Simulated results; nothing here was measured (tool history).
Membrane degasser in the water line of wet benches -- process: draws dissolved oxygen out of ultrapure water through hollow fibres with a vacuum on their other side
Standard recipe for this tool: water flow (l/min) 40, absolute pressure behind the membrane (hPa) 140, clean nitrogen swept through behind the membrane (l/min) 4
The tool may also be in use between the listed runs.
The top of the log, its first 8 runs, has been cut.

| run | hour | water flow (l/min) | absolute pressure behind the membrane (hPa) | clean nitrogen swept through behind the membrane (l/min) | dissolved oxygen in the water behind the degasser (ppb) | pressure that the water loses in the fibres (hPa) |
|---|---|---|---|---|---|---|
| 9 | 405.4 | 40 | 140 | 9.59 | 143.1 | 691.8 |
| 10 | 442.9 | 40 | 209 | 4 | 436.2 | 681.4 |
| 11 | 474.7 | 40 | 209 | 4 | 433.2 | 687 |
| 12 | 501.2 | 40 | 209 | 4 | 430.4 | 687.9 |
| 13 | 543.6 | 40 | 209 | 4 | 434.6 | 689.6 |
| 14 | 568.5 | 40 | 209 | 4 | 434 | 684.1 |
| 15 | 606.1 | 31 | 140 | 4 | 211.3 | 534.1 |
| 16 | 650.8 | 31 | 140 | 4 | 213.5 | 531.5 |
| 17 | 690.3 | 31 | 140 | 4 | 214.9 | 532.4 |
| 18 | 722.5 | 48 | 229 | 7.12 | 367.5 | 828.1 |
| 19 | 760.9 | 48 | 169 | 4.83 | 365.1 | 824.2 |
| 20 | 786.1 | 41 | 262 | 5.66 | 411.2 | 702.7 |
| 21 | 829.6 | 41 | 262 | 5.66 | 422.5 | 703.4 |
| 22 | 859.1 | 41 | 87 | 2.83 | 222.8 | 711.1 |
| 23 | 909.8 | 42 | 118 | 5.76 | 186.4 | 723.4 |
| 24 | 938.4 | 27 | 173 | 2.28 | 381.8 | 463.3 |
| 25 | 971 | 44 | 103 | 3.7 | 238.5 | 751.1 |
| 26 | 1000.8 | 44 | 103 | 3.7 | 236.7 | 751.9 |
| 27 | 1052.5 | 44 | 103 | 3.7 | 235.6 | 757.6 |
| 28 | 1079.3 | 40 | 155 | 3.84 | 331.3 | 689.1 |
| 29 | 1126.6 | 29 | 155 | 7.54 | 129 | 499.6 |
| 30 | 1160.1 | 30 | 140 | 3.79 | 217.3 | 516.6 |
| 31 | 1194.2 | 28 | 109 | 1.73 | 291.6 | 483.3 |
| 32 | 1235.8 | 40 | 140 | 3.89 | 296.4 | 686.3 |
| 33 | 1278.8 | 31 | 140 | 3.89 | 220.4 | 530.3 |

Below are 3 alternative next runs, each starting from the tool's condition after run 33. Predict each:
| A | 1333.7 | 33 | 200 | 3.89 | ? | ? |
| B | 1333.7 | 40 | 140 | 2.07 | ? | ? |
| C | 1333.7 | 31 | 230 | 3.89 | ? | ? |

| run | dissolved oxygen in the water behind the degasser (ppb) | pressure that the water loses in the fibres (hPa) |
|---|---|---|
| A | 347.7 | 566.7 |
| B | 483 | 691.3 |
| C | 383.4 | 531 |
With the hidden condition removed and each run's random variation left untouched, the same runs would have given:
| run | dissolved oxygen in the water behind the degasser (ppb) | pressure that the water loses in the fibres (hPa) |
|---|---|---|
| A | 341.5 | 563.5 |
| B | 473.7 | 687.6 |
| C | 376.9 | 528.1 |
